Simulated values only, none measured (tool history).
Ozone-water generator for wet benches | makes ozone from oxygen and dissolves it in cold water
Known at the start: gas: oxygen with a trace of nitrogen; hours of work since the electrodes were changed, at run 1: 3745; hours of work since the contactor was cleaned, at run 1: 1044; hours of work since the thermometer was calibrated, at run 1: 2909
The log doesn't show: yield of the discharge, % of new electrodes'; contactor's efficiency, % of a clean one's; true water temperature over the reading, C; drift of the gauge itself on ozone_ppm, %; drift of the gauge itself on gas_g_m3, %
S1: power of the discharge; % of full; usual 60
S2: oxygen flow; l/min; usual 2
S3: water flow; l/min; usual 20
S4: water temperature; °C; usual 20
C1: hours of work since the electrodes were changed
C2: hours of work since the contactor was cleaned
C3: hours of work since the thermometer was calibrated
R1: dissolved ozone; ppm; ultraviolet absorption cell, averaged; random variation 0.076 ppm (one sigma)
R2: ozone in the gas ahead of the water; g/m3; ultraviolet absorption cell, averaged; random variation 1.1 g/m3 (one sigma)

run 1 hour=0 | S1=60 S2=2 S3=20 S4=20 | C1=3745 C2=1044 C3=2909 | R1=9.51 R2=189.5
run 2 hour=147.2 | S1=60 S2=2 S3=20 S4=20 | C1=3834 C2=1133 C3=2999 | R1=9.46 R2=188.9
run 3 hour=237 | S1=60 S2=2 S3=20 S4=20 | C1=3889 C2=1188 C3=3054 | R1=9.27 R2=189.8
run 4 hour=318.9 | S1=60 S2=2 S3=20 S4=20 | C1=3939 C2=1238 C3=3104 | R1=9.4 R2=191.1
run 5 hour=420.1 | S1=60 S2=2 S3=20 S4=20 | C1=4001 C2=1300 C3=3166 | R1=9.44 R2=191
run 6 hour=560.7 | S1=60 S2=2 S3=14 S4=20 | C1=4087 C2=1386 C3=3252 | R1=13.23 R2=187.8
run 7 hour=633.9 | S1=60 S2=2 S3=14 S4=20 | C1=4132 C2=1431 C3=3296 | R1=13.15 R2=188.2
run 8 hour=706 | S1=60 S2=2 S3=14 S4=20 | C1=4176 C2=1475 C3=3340 | R1=13.2 R2=188.7
run 9 hour=815.9 | S1=60 S2=2 S3=14 S4=20 | C1=4243 C2=1542 C3=3407 | R1=13.14 R2=186.1
run 10 hour=899.4 | S1=60 S2=2.35 S3=20 S4=20 | C1=4294 C2=1593 C3=3458 | R1=9.46 R2=169.3
run 11 hour=1016.9 | S1=60 S2=2.35 S3=18 S4=20 | C1=4366 C2=1665 C3=3530 | R1=10.43 R2=170.2
run 12 hour=1092.3 | S1=60 S2=2.35 S3=18 S4=20 | C1=4412 C2=1711 C3=3576 | R1=10.47 R2=169.5
run 13 hour=1176.8 | S1=60 S2=2 S3=20 S4=20 | C1=4463 C2=1762 C3=3628 | R1=9.28 R2=188.2
run 14 hour=1259.4 | S1=60 S2=2 S3=20 S4=20 | C1=4514 C2=1813 C3=3678 | R1=9.38 R2=187.2
run 15 hour=1383.6 | S1=60 S2=2.1 S3=20 S4=20 | C1=4590 C2=1889 C3=3754 | R1=9.29 R2=182
-- hour=1437.3 water thermometer calibrated
run 16 hour=1447.2 | S1=60 S2=2.1 S3=20 S4=20 | C1=4628 C2=1927 C3=6 | R1=9.43 R2=181.9
run 17 hour=1551.3 | S1=60 S2=2 S3=25 S4=20 | C1=4692 C2=1991 C3=70 | R1=7.29 R2=185.5
run 18 hour=1696.6 | S1=60 S2=1.12 S3=25 S4=20 | C1=4781 C2=2080 C3=158 | R1=6.54 R2=273.1
run 19 hour=1787.3 | S1=66 S2=1.76 S3=19 S4=26 | C1=4836 C2=2135 C3=214 | R1=9.96 R2=218.4
run 20 hour=1929.8 | S1=68 S2=2 S3=12 S4=13 | C1=4923 C2=2222 C3=301 | R1=17.78 R2=207.6
run 21 hour=2007.7 | S1=54 S2=1.91 S3=12 S4=13 | C1=4971 C2=2270 C3=348 | R1=14.47 R2=178.4
run 22 hour=2142 | S1=75 S2=1.15 S3=17 S4=14 | C1=5053 C2=2352 C3=430 | R1=12.27 R2=316.7
run 23 hour=2225 | S1=52 S2=1.09 S3=24 S4=26 | C1=5103 C2=2402 C3=481 | R1=5.76 R2=243.6
run 24 hour=2350.6 | S1=60 S2=2 S3=31 S4=20 | C1=5180 C2=2479 C3=558 | R1=5.78 R2=187.1
run 25 hour=2433.1 | S1=72 S2=2 S3=17 S4=17 | C1=5230 C2=2529 C3=608 | R1=12.8 R2=214.1
run 26 hour=2575.8 | S1=60 S2=2.25 S3=20 S4=20 | C1=5318 C2=2617 C3=695 | R1=8.94 R2=171.7
run 27 hour=2727.8 | S1=60 S2=2.25 S3=20 S4=20 | C1=5410 C2=2709 C3=788 | R1=9.05 R2=171.8
run 28 hour=2879.8 | S1=60 S2=1.23 S3=26 S4=18 | C1=5503 C2=2802 C3=881 | R1=6.43 R2=249.9
run 29 hour=2954.2 | S1=60 S2=1.89 S3=20 S4=13 | C1=5549 C2=2848 C3=927 | R1=9.42 R2=193.4
run 30 hour=3094.4 | S1=60 S2=1.87 S3=26 S4=24 | C1=5634 C2=2933 C3=1012 | R1=6.62 R2=193
run 31 hour=3203.4 | S1=60 S2=1.87 S3=27 S4=18 | C1=5701 C2=3000 C3=1079 | R1=6.45 R2=191
run 32 hour=3284.8 | S1=60 S2=1.18 S3=27 S4=18 | C1=5751 C2=3050 C3=1128 | R1=5.89 R2=258.7
run 33 hour=3386.6 | S1=60 S2=2.41 S3=20 S4=20 | C1=5813 C2=3112 C3=1191 | R1=9.01 R2=162.5

Hidden state or all else? Some run-to-run changes of R1, split into what the settings, what came in and random variation would give without the hidden state, and what is left for the hidden state (with any gauge scatter that isn't in both results):
Run 19 -> 20: S1 66 -> 68, S2 1.76 -> 2, S3 19 -> 12, S4 26 -> 13. R1 +7.82 ppm: hidden state -0.96, all else +8.78.
Run 22 -> 23: S1 75 -> 52, S2 1.15 -> 1.09, S3 17 -> 24, S4 14 -> 26. R1 -6.51 ppm: hidden state +1.06, all else -7.57.
Run 24 -> 25: S1 60 -> 72, S3 31 -> 17, S4 20 -> 17. R1 +7.02 ppm: hidden state -1.06, all else +8.08.

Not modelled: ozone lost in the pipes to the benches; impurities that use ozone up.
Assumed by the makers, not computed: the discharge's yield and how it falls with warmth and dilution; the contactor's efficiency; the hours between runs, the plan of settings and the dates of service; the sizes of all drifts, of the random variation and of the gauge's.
